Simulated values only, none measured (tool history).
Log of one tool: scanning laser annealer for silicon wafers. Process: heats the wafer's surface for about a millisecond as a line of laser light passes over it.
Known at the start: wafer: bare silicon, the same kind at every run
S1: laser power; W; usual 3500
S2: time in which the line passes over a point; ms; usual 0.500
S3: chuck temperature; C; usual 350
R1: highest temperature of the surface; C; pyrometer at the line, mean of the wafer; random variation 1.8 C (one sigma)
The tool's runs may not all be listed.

{"run": 1, "hour": 0.0, "S1": 3500, "S2": 0.5, "S3": 350, "R1": 1048}
{"run": 2, "hour": 7.1, "S1": 3500, "S2": 0.5, "S3": 350, "R1": 1048}
{"run": 3, "hour": 17.4, "S1": 3500, "S2": 0.5, "S3": 350, "R1": 1048}
{"run": 4, "hour": 26.4, "S1": 3500, "S2": 0.5, "S3": 382, "R1": 1081}
{"run": 5, "hour": 32.7, "S1": 3535, "S2": 0.5, "S3": 350, "R1": 1053}
{"run": 6, "hour": 44.9, "S1": 3500, "S2": 0.429, "S3": 350, "R1": 989}
{"run": 7, "hour": 53.8, "S1": 3500, "S2": 0.5, "S3": 340, "R1": 1035}
{"run": 8, "hour": 61.8, "S1": 3500, "S2": 0.5, "S3": 340, "R1": 1034}
{"run": 9, "hour": 72.7, "S1": 3500, "S2": 0.5, "S3": 340, "R1": 1041}
{"run": 10, "hour": 85.0, "S1": 3500, "S2": 0.5, "S3": 350, "R1": 1048}
{"run": 11, "hour": 94.0, "S1": 3500, "S2": 0.5, "S3": 350, "R1": 1044}
{"run": 12, "hour": 107.6, "S1": 3612, "S2": 0.5, "S3": 350, "R1": 1062}
{"run": 13, "hour": 115.8, "S1": 3612, "S2": 0.5, "S3": 350, "R1": 1064}
{"run": 14, "hour": 124.8, "S1": 3612, "S2": 0.5, "S3": 350, "R1": 1069}
{"run": 15, "hour": 137.8, "S1": 3172, "S2": 0.614, "S3": 350, "R1": 1056}
{"run": 16, "hour": 144.5, "S1": 3172, "S2": 0.614, "S3": 350, "R1": 1057}
{"hour": 150.6, "done": "optics aligned, line set to its width"}
{"run": 17, "hour": 158.7, "S1": 3820, "S2": 0.614, "S3": 381, "R1": 1228}
{"run": 18, "hour": 171.9, "S1": 3820, "S2": 0.469, "S3": 335, "R1": 1056}
{"run": 19, "hour": 180.6, "S1": 3820, "S2": 0.469, "S3": 335, "R1": 1054}
{"run": 20, "hour": 190.5, "S1": 3386, "S2": 0.469, "S3": 388, "R1": 1023}
{"run": 21, "hour": 196.2, "S1": 3500, "S2": 0.427, "S3": 347, "R1": 972}
{"run": 22, "hour": 209.5, "S1": 3500, "S2": 0.375, "S3": 353, "R1": 930}
{"run": 23, "hour": 217.2, "S1": 3208, "S2": 0.375, "S3": 353, "R1": 881}
{"hour": 229.9, "done": "optics aligned, line set to its width, once more"}
{"run": 24, "hour": 233.8, "S1": 3500, "S2": 0.604, "S3": 322, "R1": 1104}

4 ways to go on from here, each from the tool as it stands after run 24. What would each give?
{"run": "A", "hour": 245.3, "S1": 3500, "S2": 0.364, "S3": 370, "R1": "?"}
{"run": "B", "hour": 245.3, "S1": 3775, "S2": 0.5, "S3": 333, "R1": "?"}
{"run": "C", "hour": 245.3, "S1": 3355, "S2": 0.604, "S3": 384, "R1": "?"}
{"run": "D", "hour": 245.3, "S1": 3345, "S2": 0.604, "S3": 389, "R1": "?"}

run=A R1=952
run=B R1=1090
run=C R1=1133
run=D R1=1135
Without the tool's hidden state the same runs would have given:
run=A R1=965
run=B R1=1106
run=C R1=1149
run=D R1=1151

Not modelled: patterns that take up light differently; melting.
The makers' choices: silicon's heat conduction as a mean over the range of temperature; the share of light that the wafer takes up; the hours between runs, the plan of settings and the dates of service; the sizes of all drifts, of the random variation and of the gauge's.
